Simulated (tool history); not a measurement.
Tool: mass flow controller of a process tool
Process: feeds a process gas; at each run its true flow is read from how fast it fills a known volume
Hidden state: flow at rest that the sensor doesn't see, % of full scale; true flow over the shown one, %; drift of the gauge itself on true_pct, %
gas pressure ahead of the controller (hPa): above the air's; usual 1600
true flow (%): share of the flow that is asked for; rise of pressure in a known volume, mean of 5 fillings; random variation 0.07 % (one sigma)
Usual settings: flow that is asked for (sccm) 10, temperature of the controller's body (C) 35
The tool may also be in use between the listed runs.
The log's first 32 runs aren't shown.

| run | hour | flow that is asked for (sccm) | gas pressure ahead of the controller (hPa) | temperature of the controller's body (C) | hours of work since the controller was set to zero | hours of work since the controller was changed | true flow (%) |
|---|---|---|---|---|---|---|---|
| 33 | 6566.4 | 4 | 2570 | 35 | 327 | 11180 | 97.10 |
| 34 | 6740.4 | 3 | 1480 | 21 | 444 | 11298 | 97.25 |
| 35 | 6955.2 | 3 | 1480 | 21 | 590 | 11443 | 97.11 |
| 36 | 7221.6 | 14 | 1480 | 32 | 770 | 11623 | 97.25 |
| 37 | 7530.9 | 3 | 1600 | 35 | 979 | 11832 | 95.94 |
| 38 | 7761.4 | 15 | 2250 | 26 | 1134 | 11988 | 97.97 |
| 39 | 8005.7 | 15 | 2250 | 26 | 1299 | 12153 | 97.87 |
| 40 | 8290.2 | 7 | 2160 | 35 | 1492 | 12345 | 96.12 |
| 41 | 8523.5 | 7 | 2160 | 35 | 1649 | 12503 | 96.10 |
| 42 | 8835.3 | 5 | 1510 | 20 | 1860 | 12713 | 96.19 |
|  | 8950.8 | gauge calibrated |
| 43 | 8984.6 | 5 | 1510 | 20 | 1961 | 12814 | 98.49 |
| 44 | 9190.6 | 5 | 2390 | 20 | 2100 | 12953 | 99.03 |
| 45 | 9442.9 | 14 | 1590 | 20 | 2270 | 13124 | 99.03 |
| 46 | 9716.3 | 10 | 1770 | 35 | 2455 | 13309 | 97.87 |
| 47 | 9893.1 | 10 | 1770 | 35 | 2574 | 13428 | 97.65 |

3 ways to go on from here, each from the tool as it stands after run 47. What would each give?
| A | 10081.6 | 10 | 1600 | 28 | 2702 | 13555 | ? |
| B | 10081.6 | 3 | 1730 | 35 | 2702 | 13555 | ? |
| C | 10081.6 | 15 | 1570 | 36 | 2702 | 13555 | ? |

| run | true flow (%) |
|---|---|
| A | 98.00 |
| B | 96.85 |
| C | 97.90 |
Without the tool's hidden state the same runs would have given:
| run | true flow (%) |
|---|---|
| A | 98.66 |
| B | 97.52 |
| C | 98.55 |

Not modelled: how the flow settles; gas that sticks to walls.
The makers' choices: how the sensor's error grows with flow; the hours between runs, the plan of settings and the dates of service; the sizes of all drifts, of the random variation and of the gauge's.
